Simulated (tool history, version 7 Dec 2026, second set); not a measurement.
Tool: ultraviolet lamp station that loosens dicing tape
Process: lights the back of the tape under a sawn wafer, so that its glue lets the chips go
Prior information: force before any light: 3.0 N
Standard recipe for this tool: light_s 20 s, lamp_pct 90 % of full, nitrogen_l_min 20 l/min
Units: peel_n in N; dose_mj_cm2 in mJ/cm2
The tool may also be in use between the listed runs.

run 1 hour=0 | light_s=20 lamp_pct=90 nitrogen_l_min=20 | peel_n=0.363 dose_mj_cm2=383
run 2 hour=63.5 | light_s=20 lamp_pct=90 nitrogen_l_min=20 | peel_n=0.386 dose_mj_cm2=367
run 3 hour=112.8 | light_s=20 lamp_pct=90 nitrogen_l_min=20 | peel_n=0.402 dose_mj_cm2=353
-- hour=171.1 window cleaned of glue's vapour
run 4 hour=179.3 | light_s=20 lamp_pct=90 nitrogen_l_min=20 | peel_n=0.379 dose_mj_cm2=381
run 5 hour=254.6 | light_s=20 lamp_pct=90 nitrogen_l_min=8 | peel_n=0.699 dose_mj_cm2=369
run 6 hour=289.8 | light_s=20 lamp_pct=90 nitrogen_l_min=38 | peel_n=0.29 dose_mj_cm2=362
-- hour=333.6 lamp changed
run 7 hour=363.6 | light_s=28 lamp_pct=90 nitrogen_l_min=20 | peel_n=0.151 dose_mj_cm2=704
run 8 hour=429.2 | light_s=15 lamp_pct=77 nitrogen_l_min=34 | peel_n=0.374 dose_mj_cm2=315
run 9 hour=483.6 | light_s=15 lamp_pct=77 nitrogen_l_min=34 | peel_n=0.386 dose_mj_cm2=302
run 10 hour=524.6 | light_s=39 lamp_pct=77 nitrogen_l_min=10 | peel_n=0.199 dose_mj_cm2=775
run 11 hour=564.5 | light_s=28 lamp_pct=77 nitrogen_l_min=10 | peel_n=0.336 dose_mj_cm2=548
run 12 hour=606.4 | light_s=24 lamp_pct=72 nitrogen_l_min=8 | peel_n=0.576 dose_mj_cm2=433

Difference, measured minus no-hidden-state, one row per run. Run-to-run variation is common to both terms; the gauge's own scatter need not be:
The tool's hidden condition here consists of: lamp's light, % of a new lamp's; light that the window lets through, % of a clean one's; drift of the gauge itself on peel_n, %; drift of the gauge itself on dose_mj_cm2, %.
run=1 peel_n=+0.15 dose_mj_cm2=-153
run=2 peel_n=+0.17 dose_mj_cm2=-167
run=3 peel_n=+0.187 dose_mj_cm2=-177
run=4 peel_n=+0.15 dose_mj_cm2=-154
run=5 peel_n=+0.3 dose_mj_cm2=-170
run=6 peel_n=+0.117 dose_mj_cm2=-179
run=7 peel_n=+0.007 dose_mj_cm2=-42
run=8 peel_n=+0.049 dose_mj_cm2=-29
run=9 peel_n=+0.067 dose_mj_cm2=-38
run=10 peel_n=+0.027 dose_mj_cm2=-113
run=11 peel_n=+0.073 dose_mj_cm2=-93
run=12 peel_n=+0.136 dose_mj_cm2=-82

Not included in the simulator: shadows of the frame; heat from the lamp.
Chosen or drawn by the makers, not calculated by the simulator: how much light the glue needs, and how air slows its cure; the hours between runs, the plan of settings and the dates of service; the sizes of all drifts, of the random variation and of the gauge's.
